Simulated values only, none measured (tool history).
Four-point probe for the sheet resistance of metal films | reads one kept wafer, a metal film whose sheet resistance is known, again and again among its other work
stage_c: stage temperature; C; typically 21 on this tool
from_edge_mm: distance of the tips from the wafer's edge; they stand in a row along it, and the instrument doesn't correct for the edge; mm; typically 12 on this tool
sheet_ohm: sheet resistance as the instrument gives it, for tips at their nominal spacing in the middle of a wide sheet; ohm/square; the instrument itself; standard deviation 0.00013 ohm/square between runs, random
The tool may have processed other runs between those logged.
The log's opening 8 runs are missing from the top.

run,hour,stage_c,from_edge_mm,touches since the probe head was changed,hours of work since the stage's thermometer was calibrated,sheet_ohm
9,471.7,21,5,26998,2052,0.663393
10,502.7,21,5,28381,2075,0.663206
11,548.4,21,5,30421,2109,0.663180
12,612.4,21,5,33278,2156,0.662585
13,656.9,27,5,35263,2190,0.660416
14,715.0,27,5,37855,2233,0.660567
15,753.8,27,5,39584,2262,0.660356
16,814.9,27,5,42314,2307,0.659861
17,884.7,27,5,45429,2359,0.659669
# hour 901.1: stage's thermometer calibrated
18,921.2,21,45,47035,15,0.655793
19,983.1,22,23,49797,61,0.655385
20,1035.9,21,8,52151,100,0.657108
21,1100.6,32,10,55039,148,0.652904
22,1147.6,29,19,57136,183,0.652580
# hour 1208.4: stage's thermometer calibrated, once more
23,1214.8,29,3,60112,5,0.665103
24,1267.0,18,26,62440,44,0.652526
25,1326.8,22,12,65111,88,0.651943
26,1374.6,25,4,67246,124,0.658504

Forecast run 27:
27,1432.7,34,3,69837,167,?

{"run 27": {"sheet_ohm": 0.662838}}
Take away the tool's hidden state, keep the run-to-run variation as it was, and the same run would have given sheet_ohm 0.672605 ohm/square.
